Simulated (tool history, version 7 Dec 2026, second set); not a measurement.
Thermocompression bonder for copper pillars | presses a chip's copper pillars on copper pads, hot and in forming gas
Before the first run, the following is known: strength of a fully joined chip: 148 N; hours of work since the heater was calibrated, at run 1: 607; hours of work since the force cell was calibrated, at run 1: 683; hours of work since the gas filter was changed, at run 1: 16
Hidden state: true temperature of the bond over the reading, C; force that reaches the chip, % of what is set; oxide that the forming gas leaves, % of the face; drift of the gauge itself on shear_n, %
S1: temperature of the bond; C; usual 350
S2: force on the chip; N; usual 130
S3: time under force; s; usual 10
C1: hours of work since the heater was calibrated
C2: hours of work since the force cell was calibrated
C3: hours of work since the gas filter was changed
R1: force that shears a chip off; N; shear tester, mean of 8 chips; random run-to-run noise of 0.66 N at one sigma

run 1 hour=0.0 | S1=350 S2=130 S3=10 | C1=607 C2=683 C3=16 | R1=81.1
run 2 hour=12.4 | S1=350 S2=130 S3=10 | C1=617 C2=693 C3=26 | R1=81.7
run 3 hour=27.7 | S1=369 S2=130 S3=10 | C1=629 C2=705 C3=38 | R1=95.6
run 4 hour=44.4 | S1=369 S2=130 S3=10 | C1=642 C2=718 C3=52 | R1=94.4
run 5 hour=55.8 | S1=329 S2=130 S3=10 | C1=651 C2=727 C3=61 | R1=65.7
run 6 hour=66.8 | S1=329 S2=130 S3=10 | C1=660 C2=736 C3=69 | R1=66.1
run 7 hour=82.3 | S1=329 S2=130 S3=10 | C1=672 C2=748 C3=81 | R1=67.2
run 8 hour=93.9 | S1=357 S2=130 S3=10 | C1=681 C2=757 C3=91 | R1=86.8
run 9 hour=112.0 | S1=350 S2=130 S3=10 | C1=695 C2=771 C3=105 | R1=81.3
run 10 hour=121.3 | S1=351 S2=130 S3=10 | C1=703 C2=779 C3=112 | R1=82.4
run 11 hour=130.6 | S1=351 S2=130 S3=10 | C1=710 C2=786 C3=120 | R1=82.5
run 12 hour=144.0 | S1=351 S2=129 S3=10 | C1=720 C2=797 C3=130 | R1=82.7
run 13 hour=163.3 | S1=355 S2=121 S3=22 | C1=736 C2=812 C3=145 | R1=103.6
run 14 hour=173.7 | S1=355 S2=121 S3=22 | C1=744 C2=820 C3=154 | R1=102.0
run 15 hour=185.9 | S1=355 S2=121 S3=22 | C1=754 C2=830 C3=163 | R1=102.6
run 16 hour=196.6 | S1=355 S2=121 S3=22 | C1=762 C2=838 C3=172 | R1=103.1
run 17 hour=205.6 | S1=350 S2=95 S3=25 | C1=769 C2=845 C3=179 | R1=91.7
run 18 hour=215.9 | S1=350 S2=95 S3=25 | C1=777 C2=854 C3=187 | R1=92.1
run 19 hour=231.5 | S1=373 S2=167 S3=9 | C1=790 C2=866 C3=199 | R1=105.4
run 20 hour=249.4 | S1=336 S2=176 S3=9 | C1=804 C2=880 C3=213 | R1=83.0
-- hour=254.4 forming gas filter changed
run 21 hour=266.6 | S1=350 S2=120 S3=13 | C1=817 C2=893 C3=10 | R1=85.0

Hidden condition of the tool, last listed run before each entry between runs versus first listed run after:
After run 20, before run 21: forming gas filter changed (hour 254.4)
  oxide that the forming gas leaves, % of the face: 0.61 -> 0.51

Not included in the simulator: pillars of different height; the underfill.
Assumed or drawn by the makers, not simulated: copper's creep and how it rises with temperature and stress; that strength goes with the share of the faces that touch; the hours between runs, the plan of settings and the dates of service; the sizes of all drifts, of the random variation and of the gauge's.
